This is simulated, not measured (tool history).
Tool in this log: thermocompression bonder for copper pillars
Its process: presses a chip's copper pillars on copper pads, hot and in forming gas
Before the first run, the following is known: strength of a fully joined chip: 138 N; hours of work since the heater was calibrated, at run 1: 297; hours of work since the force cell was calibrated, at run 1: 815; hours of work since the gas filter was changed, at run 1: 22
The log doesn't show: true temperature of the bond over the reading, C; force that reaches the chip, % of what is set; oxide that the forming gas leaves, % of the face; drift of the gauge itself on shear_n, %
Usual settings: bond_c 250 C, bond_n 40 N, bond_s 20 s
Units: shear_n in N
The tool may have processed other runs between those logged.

| run | hour | bond_c | bond_n | bond_s | hours of work since the heater was calibrated | hours of work since the force cell was calibrated | hours of work since the gas filter was changed | shear_n |
|---|---|---|---|---|---|---|---|---|
| 1 | 0 | 250 | 40 | 20 | 297 | 815 | 22 | 100.3 |
| 2 | 61.3 | 250 | 40 | 20 | 335 | 854 | 61 | 102.7 |
| 3 | 122.6 | 250 | 40 | 20 | 374 | 892 | 99 | 101.2 |
| 4 | 189.2 | 267 | 40 | 20 | 417 | 935 | 142 | 113.4 |
| 5 | 228.2 | 250 | 40 | 20 | 441 | 959 | 166 | 103.4 |
| 6 | 265.3 | 250 | 40 | 20 | 465 | 983 | 190 | 99.4 |
| 7 | 321.8 | 250 | 40 | 20 | 501 | 1019 | 226 | 99.3 |
| 8 | 352.1 | 250 | 40 | 20 | 520 | 1038 | 245 | 99.7 |
| 9 | 408.7 | 250 | 40 | 20 | 556 | 1074 | 281 | 102.8 |
| 10 | 464.2 | 250 | 40 | 20 | 591 | 1109 | 316 | 100.4 |
| 11 | 519.6 | 250 | 40 | 20 | 626 | 1144 | 351 | 102 |
| 12 | 548.8 | 250 | 40 | 20 | 645 | 1163 | 370 | 102.4 |
|  | 592.6 | forming gas filter changed |
| 13 | 600.4 | 220 | 40 | 20 | 677 | 1195 | 5 | 65.6 |
| 14 | 629.1 | 220 | 40 | 20 | 696 | 1214 | 23 | 64.1 |
| 15 | 665.8 | 258 | 40 | 20 | 719 | 1237 | 46 | 109.7 |
|  | 722 | force cell calibrated |
| 16 | 730 | 276 | 40 | 20 | 759 | 5 | 86 | 126.3 |
| 17 | 776.1 | 276 | 40 | 20 | 788 | 34 | 116 | 121.9 |
| 18 | 811.2 | 250 | 40 | 20 | 810 | 57 | 138 | 103.3 |
| 19 | 866 | 250 | 40 | 20 | 845 | 91 | 173 | 102.8 |
| 20 | 900.6 | 250 | 39 | 20 | 867 | 113 | 195 | 100.9 |
| 21 | 934.9 | 250 | 39 | 20 | 889 | 135 | 216 | 100.9 |
| 22 | 985.5 | 222 | 44 | 10 | 921 | 167 | 249 | 57.1 |
| 23 | 1043 | 226 | 24 | 59 | 957 | 204 | 285 | 74.5 |
| 24 | 1110.6 | 226 | 24 | 59 | 1000 | 247 | 328 | 74.1 |
| 25 | 1149.4 | 226 | 24 | 59 | 1025 | 271 | 353 | 74.3 |
| 26 | 1179.4 | 260 | 37 | 10 | 1044 | 290 | 372 | 90.9 |
|  | 1223.2 | forming gas filter changed |
| 27 | 1231.5 | 260 | 37 | 10 | 1077 | 323 | 5 | 91.8 |
| 28 | 1297.1 | 260 | 37 | 10 | 1119 | 365 | 47 | 91.3 |
| 29 | 1348.8 | 250 | 49 | 16 | 1151 | 398 | 80 | 106.6 |
| 30 | 1416.4 | 250 | 49 | 16 | 1194 | 441 | 123 | 107.9 |
| 31 | 1469.7 | 250 | 49 | 16 | 1228 | 474 | 156 | 106.6 |
| 32 | 1530.8 | 250 | 49 | 16 | 1267 | 513 | 195 | 103.6 |
| 33 | 1567.5 | 250 | 49 | 16 | 1290 | 537 | 219 | 103.2 |
| 34 | 1606 | 250 | 25 | 12 | 1315 | 561 | 243 | 64.5 |
| 35 | 1672.2 | 250 | 38 | 20 | 1357 | 603 | 285 | 97.8 |
| 36 | 1706.7 | 269 | 40 | 10 | 1379 | 625 | 307 | 106.1 |
| 37 | 1758.4 | 268 | 40 | 56 | 1411 | 658 | 340 | 130.4 |
| 38 | 1811 | 267 | 50 | 17 | 1445 | 691 | 373 | 122.7 |
|  | 1848.8 | forming gas filter changed |
| 39 | 1873.8 | 267 | 50 | 17 | 1484 | 731 | 16 | 120.1 |
| 40 | 1931.8 | 265 | 27 | 17 | 1521 | 767 | 53 | 92.7 |

Here are 3 independent what-if runs from the current tool condition. What would each one return?
| A | 1994 | 264 | 27 | 17 | 1561 | 807 | 92 | ? |
| B | 1994 | 230 | 36 | 20 | 1561 | 807 | 92 | ? |
| C | 1994 | 237 | 31 | 33 | 1561 | 807 | 92 | ? |

| run | shear_n |
|---|---|
| A | 91.2 |
| B | 71.8 |
| C | 84.1 |
Had the tool no hidden state, the same runs would have come out as:
| run | shear_n |
|---|---|
| A | 91.8 |
| B | 72.4 |
| C | 84.7 |

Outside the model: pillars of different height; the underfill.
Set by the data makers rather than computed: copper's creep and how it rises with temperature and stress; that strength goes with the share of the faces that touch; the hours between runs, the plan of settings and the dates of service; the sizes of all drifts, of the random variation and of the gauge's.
